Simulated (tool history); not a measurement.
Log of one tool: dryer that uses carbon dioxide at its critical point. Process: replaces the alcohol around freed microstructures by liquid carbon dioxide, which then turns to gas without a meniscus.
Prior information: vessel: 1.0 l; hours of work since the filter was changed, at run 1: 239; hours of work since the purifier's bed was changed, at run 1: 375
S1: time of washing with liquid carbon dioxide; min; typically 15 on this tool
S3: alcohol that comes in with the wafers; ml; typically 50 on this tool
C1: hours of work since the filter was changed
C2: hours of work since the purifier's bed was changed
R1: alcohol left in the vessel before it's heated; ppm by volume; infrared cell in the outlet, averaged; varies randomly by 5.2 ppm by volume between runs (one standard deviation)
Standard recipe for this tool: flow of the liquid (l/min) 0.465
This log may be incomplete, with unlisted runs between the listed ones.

run 1 hour=0 | S1=15 flow_of_the_liquid_(l/min)=0.465 S3=50 | C1=239 C2=375 | R1=186
run 2 hour=42.4 | S1=15 flow_of_the_liquid_(l/min)=0.465 S3=50 | C1=267 C2=403 | R1=192
run 3 hour=78.1 | S1=15 flow_of_the_liquid_(l/min)=0.465 S3=50 | C1=290 C2=426 | R1=204
run 4 hour=102.7 | S1=15 flow_of_the_liquid_(l/min)=0.465 S3=50 | C1=306 C2=443 | R1=207
run 5 hour=128.2 | S1=15 flow_of_the_liquid_(l/min)=0.465 S3=50 | C1=323 C2=459 | R1=229
run 6 hour=175.4 | S1=15 flow_of_the_liquid_(l/min)=0.465 S3=50 | C1=354 C2=490 | R1=234
run 7 hour=212.5 | S1=15 flow_of_the_liquid_(l/min)=0.465 S3=50 | C1=378 C2=515 | R1=271
run 8 hour=253.5 | S1=15 flow_of_the_liquid_(l/min)=0.465 S3=50 | C1=405 C2=542 | R1=270
run 9 hour=283 | S1=15 flow_of_the_liquid_(l/min)=0.465 S3=50 | C1=425 C2=561 | R1=288
run 10 hour=323.4 | S1=15 flow_of_the_liquid_(l/min)=0.465 S3=50 | C1=451 C2=588 | R1=314
-- hour=327.7 inlet filter changed
run 11 hour=352.5 | S1=15 flow_of_the_liquid_(l/min)=0.465 S3=21 | C1=16 C2=606 | R1=117
run 12 hour=396.9 | S1=15 flow_of_the_liquid_(l/min)=0.465 S3=21 | C1=46 C2=636 | R1=118
run 13 hour=435.1 | S1=15 flow_of_the_liquid_(l/min)=0.525 S3=50 | C1=71 C2=661 | R1=136
run 14 hour=483 | S1=17 flow_of_the_liquid_(l/min)=0.757 S3=50 | C1=102 C2=692 | R1=93
run 15 hour=530.4 | S1=15 flow_of_the_liquid_(l/min)=0.497 S3=78 | C1=133 C2=723 | R1=206
run 16 hour=571.7 | S1=13 flow_of_the_liquid_(l/min)=0.697 S3=78 | C1=160 C2=750 | R1=135
run 17 hour=592.4 | S1=18 flow_of_the_liquid_(l/min)=0.465 S3=56 | C1=174 C2=764 | R1=139
run 18 hour=640.4 | S1=15 flow_of_the_liquid_(l/min)=0.501 S3=56 | C1=206 C2=796 | R1=198
run 19 hour=663.8 | S1=15 flow_of_the_liquid_(l/min)=0.465 S3=32 | C1=221 C2=811 | R1=196
run 20 hour=710.4 | S1=11 flow_of_the_liquid_(l/min)=0.416 S3=51 | C1=252 C2=842 | R1=1187
run 21 hour=746.3 | S1=11 flow_of_the_liquid_(l/min)=0.416 S3=51 | C1=275 C2=865 | R1=1262
run 22 hour=783.2 | S1=11 flow_of_the_liquid_(l/min)=0.416 S3=51 | C1=300 C2=890 | R1=1313
run 23 hour=818.1 | S1=11 flow_of_the_liquid_(l/min)=0.416 S3=51 | C1=323 C2=913 | R1=1335

4 ways to go on from here, each from the tool as it stands after run 23. What would each give?
run A hour=863.2 | S1=16 flow_of_the_liquid_(l/min)=0.327 S3=50 | C1=352 C2=942 | R1=?
run B hour=863.2 | S1=22 flow_of_the_liquid_(l/min)=0.465 S3=22 | C1=352 C2=942 | R1=?
run C hour=863.2 | S1=18 flow_of_the_liquid_(l/min)=0.676 S3=35 | C1=352 C2=942 | R1=?
run D hour=863.2 | S1=11 flow_of_the_liquid_(l/min)=0.402 S3=57 | C1=352 C2=942 | R1=?

run=A R1=868
run=B R1=132
run=C R1=133
run=D R1=1729
With no hidden state in the tool, these same runs would have given:
run=A R1=416
run=B R1=9
run=C R1=10
run=D R1=974
